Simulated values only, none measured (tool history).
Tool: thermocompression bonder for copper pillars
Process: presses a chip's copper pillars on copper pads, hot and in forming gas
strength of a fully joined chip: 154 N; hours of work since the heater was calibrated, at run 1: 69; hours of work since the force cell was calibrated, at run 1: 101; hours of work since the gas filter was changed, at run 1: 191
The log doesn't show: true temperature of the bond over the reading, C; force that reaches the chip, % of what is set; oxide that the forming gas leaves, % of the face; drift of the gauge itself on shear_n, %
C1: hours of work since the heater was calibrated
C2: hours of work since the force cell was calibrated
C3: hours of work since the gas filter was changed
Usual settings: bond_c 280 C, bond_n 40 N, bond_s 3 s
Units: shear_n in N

{"run": 1, "hour": 0.0, "bond_c": 280, "bond_n": 40, "bond_s": 3, "C1": 69, "C2": 101, "C3": 191, "shear_n": 99.2}
{"run": 2, "hour": 26.9, "bond_c": 280, "bond_n": 40, "bond_s": 3, "C1": 87, "C2": 119, "C3": 209, "shear_n": 99.7}
{"run": 3, "hour": 41.5, "bond_c": 280, "bond_n": 40, "bond_s": 3, "C1": 97, "C2": 129, "C3": 219, "shear_n": 99.3}
{"run": 4, "hour": 55.3, "bond_c": 280, "bond_n": 40, "bond_s": 3, "C1": 106, "C2": 138, "C3": 228, "shear_n": 100.8}
{"run": 5, "hour": 79.6, "bond_c": 280, "bond_n": 40, "bond_s": 3, "C1": 123, "C2": 154, "C3": 245, "shear_n": 100.6}
{"run": 6, "hour": 100.6, "bond_c": 280, "bond_n": 40, "bond_s": 3, "C1": 137, "C2": 169, "C3": 259, "shear_n": 100.1}
{"run": 7, "hour": 114.8, "bond_c": 280, "bond_n": 40, "bond_s": 3, "C1": 146, "C2": 178, "C3": 269, "shear_n": 99.4}
{"run": 8, "hour": 131.1, "bond_c": 280, "bond_n": 40, "bond_s": 3, "C1": 157, "C2": 189, "C3": 280, "shear_n": 99.8}
{"run": 9, "hour": 147.8, "bond_c": 288, "bond_n": 40, "bond_s": 3, "C1": 169, "C2": 201, "C3": 291, "shear_n": 107.7}
{"run": 10, "hour": 177.7, "bond_c": 288, "bond_n": 40, "bond_s": 3, "C1": 189, "C2": 221, "C3": 311, "shear_n": 107.1}
{"run": 11, "hour": 200.9, "bond_c": 288, "bond_n": 40, "bond_s": 3, "C1": 205, "C2": 236, "C3": 327, "shear_n": 107.2}
{"run": 12, "hour": 231.9, "bond_c": 288, "bond_n": 40, "bond_s": 3, "C1": 226, "C2": 257, "C3": 348, "shear_n": 106.8}
{"run": 13, "hour": 248.3, "bond_c": 284, "bond_n": 40, "bond_s": 3, "C1": 237, "C2": 268, "C3": 359, "shear_n": 103.9}
{"run": 14, "hour": 274.3, "bond_c": 300, "bond_n": 44, "bond_s": 7, "C1": 254, "C2": 286, "C3": 376, "shear_n": 135}
{"run": 15, "hour": 292.4, "bond_c": 282, "bond_n": 40, "bond_s": 4, "C1": 266, "C2": 298, "C3": 389, "shear_n": 108.8}
{"run": 16, "hour": 322.0, "bond_c": 293, "bond_n": 36, "bond_s": 6, "C1": 286, "C2": 318, "C3": 409, "shear_n": 121.7}
{"run": 17, "hour": 351.1, "bond_c": 298, "bond_n": 40, "bond_s": 3, "C1": 306, "C2": 338, "C3": 428, "shear_n": 115.4}
{"run": 18, "hour": 380.0, "bond_c": 274, "bond_n": 52, "bond_s": 3, "C1": 326, "C2": 358, "C3": 448, "shear_n": 110.8}
{"hour": 387.0, "done": "forming gas filter changed"}
{"run": 19, "hour": 404.8, "bond_c": 280, "bond_n": 40, "bond_s": 8, "C1": 342, "C2": 374, "C3": 12, "shear_n": 131.4}
{"run": 20, "hour": 426.7, "bond_c": 304, "bond_n": 27, "bond_s": 3, "C1": 357, "C2": 389, "C3": 27, "shear_n": 100.9}
{"run": 21, "hour": 449.0, "bond_c": 301, "bond_n": 52, "bond_s": 4, "C1": 372, "C2": 404, "C3": 42, "shear_n": 144.4}
{"run": 22, "hour": 482.1, "bond_c": 251, "bond_n": 29, "bond_s": 4, "C1": 394, "C2": 426, "C3": 64, "shear_n": 60.8}
{"run": 23, "hour": 495.8, "bond_c": 307, "bond_n": 51, "bond_s": 6, "C1": 404, "C2": 435, "C3": 74, "shear_n": 146.3}
{"run": 24, "hour": 521.1, "bond_c": 307, "bond_n": 51, "bond_s": 6, "C1": 421, "C2": 453, "C3": 91, "shear_n": 145.1}
{"run": 25, "hour": 549.6, "bond_c": 280, "bond_n": 31, "bond_s": 3, "C1": 440, "C2": 472, "C3": 110, "shear_n": 87}
{"run": 26, "hour": 575.9, "bond_c": 298, "bond_n": 55, "bond_s": 2, "C1": 458, "C2": 490, "C3": 128, "shear_n": 133.7}

Hidden state or all else? Some run-to-run changes of shear_n, split into what the settings, what came in and random variation would give without the hidden state, and what is left for the hidden state (with any gauge scatter that isn't in both results):
Run 18 -> 19: bond_c 274 -> 280, bond_n 52 -> 40, bond_s 3 -> 8, forming gas filter changed. shear_n +20.6 N: hidden state +7.9, all else +12.7.
Run 21 -> 22: bond_c 301 -> 251, bond_n 52 -> 29. shear_n -83.6 N: hidden state +3.5, all else -87.1.
Run 22 -> 23: bond_c 251 -> 307, bond_n 29 -> 51, bond_s 4 -> 6. shear_n +85.5 N: hidden state -5.5, all else +91.
Run 24 -> 25: bond_c 307 -> 280, bond_n 51 -> 31, bond_s 6 -> 3. shear_n -58.1 N: hidden state +6.3, all else -64.4.
